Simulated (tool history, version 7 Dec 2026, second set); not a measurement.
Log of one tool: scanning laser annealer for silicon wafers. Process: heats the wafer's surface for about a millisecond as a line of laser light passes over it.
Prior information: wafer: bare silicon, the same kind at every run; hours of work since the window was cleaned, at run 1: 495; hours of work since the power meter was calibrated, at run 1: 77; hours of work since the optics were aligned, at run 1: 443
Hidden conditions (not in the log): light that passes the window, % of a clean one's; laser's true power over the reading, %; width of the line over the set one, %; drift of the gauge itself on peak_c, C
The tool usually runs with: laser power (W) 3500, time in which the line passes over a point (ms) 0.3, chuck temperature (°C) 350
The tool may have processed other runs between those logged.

| run | hour | laser power (W) | time in which the line passes over a point (ms) | chuck temperature (°C) | hours of work since the window was cleaned | hours of work since the power meter was calibrated | hours of work since the optics were aligned | highest temperature of the surface (°C) |
|---|---|---|---|---|---|---|---|---|
| 1 | 0 | 3500 | 0.3 | 350 | 495 | 77 | 443 | 1160 |
| 2 | 9.6 | 3500 | 0.3 | 350 | 503 | 84 | 450 | 1162 |
| 3 | 18.1 | 3500 | 0.3 | 350 | 509 | 91 | 457 | 1162 |
| 4 | 23.7 | 3500 | 0.3 | 350 | 514 | 95 | 461 | 1161 |
| 5 | 31.6 | 3500 | 0.3 | 350 | 520 | 101 | 468 | 1159 |
| 6 | 41.3 | 3500 | 0.3 | 350 | 527 | 109 | 475 | 1161 |
| 7 | 48.5 | 3313 | 0.3 | 350 | 533 | 115 | 481 | 1119 |
| 8 | 58.2 | 3313 | 0.3 | 350 | 541 | 122 | 488 | 1120 |
| 9 | 62.2 | 3313 | 0.3 | 350 | 544 | 126 | 492 | 1119 |
| 10 | 71.7 | 3313 | 0.3 | 350 | 551 | 133 | 499 | 1119 |
| 11 | 81.2 | 3029 | 0.3 | 350 | 559 | 140 | 507 | 1059 |
| 12 | 89.3 | 3500 | 0.3 | 350 | 565 | 147 | 513 | 1163 |
| 13 | 96.9 | 3500 | 0.3 | 350 | 571 | 153 | 519 | 1158 |
| 14 | 106 | 3500 | 0.3 | 311 | 578 | 160 | 526 | 1121 |
| 15 | 110.6 | 3500 | 0.3 | 311 | 582 | 164 | 530 | 1124 |
| 16 | 120 | 3500 | 0.3 | 311 | 589 | 171 | 537 | 1124 |
| 17 | 129.4 | 3500 | 0.3 | 350 | 597 | 178 | 544 | 1159 |
| 18 | 138.6 | 3500 | 0.3 | 350 | 604 | 186 | 552 | 1163 |
| 19 | 147.5 | 3500 | 0.3 | 350 | 611 | 193 | 559 | 1161 |
| 20 | 155 | 3500 | 0.3 | 350 | 617 | 198 | 564 | 1160 |
| 21 | 162.9 | 3500 | 0.3 | 379 | 623 | 205 | 571 | 1188 |
| 22 | 172.5 | 3500 | 0.3 | 379 | 630 | 212 | 578 | 1189 |
| 23 | 176.6 | 3500 | 0.3 | 379 | 634 | 215 | 581 | 1186 |
| 24 | 185 | 3485 | 0.221 | 361 | 640 | 222 | 588 | 1048 |
| 25 | 191.7 | 3500 | 0.248 | 347 | 646 | 227 | 593 | 1079 |
| 26 | 196.6 | 3500 | 0.248 | 347 | 649 | 231 | 597 | 1080 |
| 27 | 200.8 | 3500 | 0.248 | 347 | 653 | 234 | 600 | 1082 |
| 28 | 209.1 | 3096 | 0.311 | 374 | 659 | 241 | 607 | 1108 |
| 29 | 214.5 | 3500 | 0.369 | 344 | 663 | 245 | 611 | 1248 |
| 30 | 224.2 | 3500 | 0.369 | 344 | 671 | 253 | 619 | 1247 |
| 31 | 228.9 | 3500 | 0.369 | 344 | 675 | 256 | 623 | 1250 |
| 32 | 233.7 | 3500 | 0.369 | 344 | 679 | 260 | 626 | 1249 |
| 33 | 238.1 | 3500 | 0.369 | 344 | 682 | 264 | 630 | 1246 |
| 34 | 247.8 | 3500 | 0.369 | 344 | 690 | 271 | 637 | 1251 |
| 35 | 257.5 | 3290 | 0.369 | 344 | 697 | 279 | 645 | 1198 |
| 36 | 264.8 | 3845 | 0.232 | 333 | 703 | 285 | 651 | 1104 |
| 37 | 274.8 | 3101 | 0.318 | 315 | 711 | 293 | 659 | 1060 |

Expected results for the next run?
| 38 | 280.4 | 3500 | 0.3 | 368 | 715 | 297 | 663 | ? |

{"run 38": {"highest temperature of the surface (°C)": 1181}}
Were there no unlogged condition in the tool, this run, its random variation unchanged, would have produced highest temperature of the surface (°C) 1182.
